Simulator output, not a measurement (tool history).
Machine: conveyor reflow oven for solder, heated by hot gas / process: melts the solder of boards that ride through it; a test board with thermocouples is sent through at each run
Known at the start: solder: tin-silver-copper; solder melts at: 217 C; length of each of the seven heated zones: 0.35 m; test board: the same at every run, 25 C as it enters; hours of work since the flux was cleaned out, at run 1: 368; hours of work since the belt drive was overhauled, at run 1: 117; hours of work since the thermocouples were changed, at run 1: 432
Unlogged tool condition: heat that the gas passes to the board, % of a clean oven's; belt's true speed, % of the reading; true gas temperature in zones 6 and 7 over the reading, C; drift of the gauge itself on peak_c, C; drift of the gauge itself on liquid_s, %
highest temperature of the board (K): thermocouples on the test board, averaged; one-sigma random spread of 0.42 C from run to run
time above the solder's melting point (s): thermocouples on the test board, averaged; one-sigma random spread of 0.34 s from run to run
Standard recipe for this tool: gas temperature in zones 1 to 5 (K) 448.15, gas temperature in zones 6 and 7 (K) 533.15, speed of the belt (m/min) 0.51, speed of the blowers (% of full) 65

run	hour	gas temperature in zones 1 to 5 (K)	gas temperature in zones 6 and 7 (K)	speed of the belt (m/min)	speed of the blowers (% of full)	hours of work since the flux was cleaned out	hours of work since the belt drive was overhauled	hours of work since the thermocouples were changed	highest temperature of the board (K)	time above the solder's melting point (s)
1	0	448.15	533.15	0.51	65	368	117	432	523.05	61.9
# hour 26.4: flux residue cleaned out of gas plates and filters
2	69.3	448.15	533.15	0.51	65	26	157	472	522.15	61.1
3	111.3	448.15	533.15	0.51	65	52	183	498	522.75	61
4	159.7	448.15	533.15	0.51	65	82	212	527	522.15	60.8
5	202.8	448.15	533.15	0.51	65	108	239	554	521.65	60.8
6	267.7	448.15	533.15	0.51	65	148	279	594	521.95	60.7
7	330.4	448.15	533.15	0.51	65	187	317	632	522.05	60.3
8	371.6	448.15	533.15	0.51	82	212	342	657	524.15	62.8
# hour 435.4: flux residue cleaned out of gas plates and filters, once more
9	452.4	448.15	533.15	0.51	82	10	389	704	528.25	67
10	514.9	458.15	531.15	0.51	58	49	427	742	523.55	67
11	563.9	448.15	533.15	0.46	70	79	457	772	527.35	75.2
12	607.1	448.15	533.15	0.51	50	105	484	799	522.55	60.9
13	650.1	446.15	533.15	0.51	62	132	510	825	524.75	62.4
14	698.3	454.15	538.15	0.51	64	161	540	855	531.05	69.3
15	736.9	452.15	533.15	0.513	53	185	564	879	523.55	62.9
16	774.7	450.15	547.15	0.513	70	208	587	902	538.85	72.6
17	807.7	450.15	547.15	0.481	70	229	607	922	540.85	78.6

Predict each of these 5 candidate next runs independently; none follows another, all start after run 17:
A	849.2	448.15	533.15	0.481	65	254	632	947	?	?
B	849.2	438.15	533.15	0.412	68	254	632	947	?	?
C	849.2	450.15	547.15	0.496	53	254	632	947	?	?
D	849.2	448.15	533.15	0.487	77	254	632	947	?	?
E	849.2	448.15	533.15	0.51	67	254	632	947	?	?

run	highest temperature of the board (K)	time above the solder's melting point (s)
A	526.85	69.4
B	528.85	80.3
C	535.95	73.9
D	527.95	69.7
E	525.05	64.1
With the hidden condition removed and each run's random variation left untouched, the same runs would have given:
run	highest temperature of the board (K)	time above the solder's melting point (s)
A	525.45	68.4
B	527.25	79.3
C	534.55	72.7
D	526.65	68.9
E	523.85	63.3

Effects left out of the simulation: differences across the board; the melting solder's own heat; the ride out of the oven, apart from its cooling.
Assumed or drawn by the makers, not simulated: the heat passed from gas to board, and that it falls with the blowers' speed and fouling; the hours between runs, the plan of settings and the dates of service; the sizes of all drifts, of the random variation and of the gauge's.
